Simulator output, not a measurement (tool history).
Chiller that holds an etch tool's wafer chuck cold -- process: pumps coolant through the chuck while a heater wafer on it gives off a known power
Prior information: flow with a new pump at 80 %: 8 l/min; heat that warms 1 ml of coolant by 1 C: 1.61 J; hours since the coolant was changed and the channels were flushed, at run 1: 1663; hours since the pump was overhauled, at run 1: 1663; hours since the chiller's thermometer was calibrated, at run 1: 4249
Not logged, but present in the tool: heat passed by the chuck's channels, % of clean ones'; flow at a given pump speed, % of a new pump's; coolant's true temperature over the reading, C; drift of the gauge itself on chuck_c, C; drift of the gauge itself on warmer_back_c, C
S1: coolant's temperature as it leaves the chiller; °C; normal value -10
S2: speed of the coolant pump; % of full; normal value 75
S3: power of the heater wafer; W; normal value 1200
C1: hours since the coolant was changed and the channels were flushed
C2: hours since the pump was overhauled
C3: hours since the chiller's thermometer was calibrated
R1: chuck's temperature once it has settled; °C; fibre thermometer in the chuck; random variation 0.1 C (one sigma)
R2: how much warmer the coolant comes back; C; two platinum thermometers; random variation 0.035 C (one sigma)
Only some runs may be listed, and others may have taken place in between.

| run | hour | S1 | S2 | S3 | C1 | C2 | C3 | R1 | R2 |
|---|---|---|---|---|---|---|---|---|---|
| 1 | 0 | -10 | 75 | 1200 | 1663 | 1663 | 4249 | 0.6 | 5.98 |
| 2 | 120.7 | -10 | 75 | 1200 | 1784 | 1784 | 4370 | 0.6 | 6.04 |
| 3 | 266.6 | -6 | 75 | 1200 | 1930 | 1930 | 4516 | 4.4 | 6.02 |
| 4 | 388.5 | -10 | 75 | 970 | 2052 | 2052 | 4637 | -1.4 | 4.86 |
| 5 | 497.8 | -10 | 75 | 970 | 2161 | 2161 | 4747 | -1.3 | 4.86 |
| 6 | 619.8 | -13 | 75 | 1200 | 2283 | 2283 | 4869 | -2.3 | 6.08 |
| 7 | 763.1 | -13 | 75 | 1200 | 2426 | 2426 | 5012 | -2.1 | 6.04 |
| 8 | 901.1 | -10 | 75 | 1249 | 2564 | 2564 | 5150 | 1 | 6.25 |
|  | 1026.6 | chiller's thermometer calibrated |
| 9 | 1046.1 | -10 | 75 | 1249 | 2708 | 2708 | 19 | 1 | 6.26 |
| 10 | 1126.8 | -10 | 75 | 1249 | 2789 | 2789 | 100 | 1 | 6.29 |
| 11 | 1224.2 | -11 | 75 | 1249 | 2886 | 2886 | 198 | 0.1 | 6.22 |
| 12 | 1291.4 | -10 | 75 | 1200 | 2953 | 2953 | 265 | 0.5 | 6.03 |
| 13 | 1392.2 | -10 | 92 | 1200 | 3054 | 3054 | 366 | -1.4 | 4.81 |
| 14 | 1521.5 | -10 | 92 | 1200 | 3184 | 3184 | 495 | -1.3 | 4.77 |
| 15 | 1609.3 | -10 | 65 | 785 | 3271 | 3271 | 583 | -2 | 4.63 |
| 16 | 1706.3 | -15 | 75 | 1151 | 3368 | 3368 | 680 | -4.8 | 5.77 |
| 17 | 1835.9 | -16 | 60 | 1200 | 3498 | 3498 | 809 | -2.6 | 7.66 |
| 18 | 1919.9 | -16 | 60 | 1200 | 3582 | 3582 | 893 | -2.6 | 7.63 |
| 19 | 1991.6 | -10 | 75 | 1174 | 3654 | 3654 | 965 | 0.5 | 5.86 |
| 20 | 2116.5 | -10 | 98 | 935 | 3779 | 3779 | 1090 | -3.5 | 3.52 |
|  | 2246.5 | coolant pump overhauled |
| 21 | 2264.6 | -10 | 98 | 935 | 3922 | 18 | 1233 | -3.8 | 3.49 |
|  | 2321.5 | coolant changed, channels flushed |
| 22 | 2344.4 | -10 | 98 | 935 | 23 | 92 | 1307 | -3.6 | 3.47 |
| 23 | 2432.6 | -10 | 98 | 935 | 111 | 180 | 1395 | -3.6 | 3.5 |
| 24 | 2531.9 | -10 | 75 | 792 | 210 | 279 | 1494 | -3 | 3.94 |
| 25 | 2611.1 | -13 | 75 | 792 | 290 | 359 | 1574 | -6.1 | 3.95 |
| 26 | 2680 | -18 | 97 | 1529 | 359 | 428 | 1642 | -7.3 | 5.81 |

Below are 5 alternative next runs, each starting from the tool's condition after run 26. Predict each:
| A | 2752.3 | -7 | 75 | 1200 | 431 | 500 | 1715 | ? | ? |
| B | 2752.3 | -15 | 97 | 1175 | 431 | 500 | 1715 | ? | ? |
| C | 2752.3 | -4 | 75 | 1586 | 431 | 500 | 1715 | ? | ? |
| D | 2752.3 | -6 | 95 | 791 | 431 | 500 | 1715 | ? | ? |
| E | 2752.3 | -10 | 84 | 945 | 431 | 500 | 1715 | ? | ? |

| run | R1 | R2 |
|---|---|---|
| A | 3.6 | 5.98 |
| B | -6.8 | 4.45 |
| C | 9.9 | 7.98 |
| D | -0.4 | 3.12 |
| E | -2.5 | 4.2 |
What these runs would have given with no unlogged condition in the tool:
| run | R1 | R2 |
|---|---|---|
| A | 3.6 | 5.98 |
| B | -6.8 | 4.45 |
| C | 9.9 | 7.98 |
| D | -0.4 | 3.12 |
| E | -2.5 | 4.2 |

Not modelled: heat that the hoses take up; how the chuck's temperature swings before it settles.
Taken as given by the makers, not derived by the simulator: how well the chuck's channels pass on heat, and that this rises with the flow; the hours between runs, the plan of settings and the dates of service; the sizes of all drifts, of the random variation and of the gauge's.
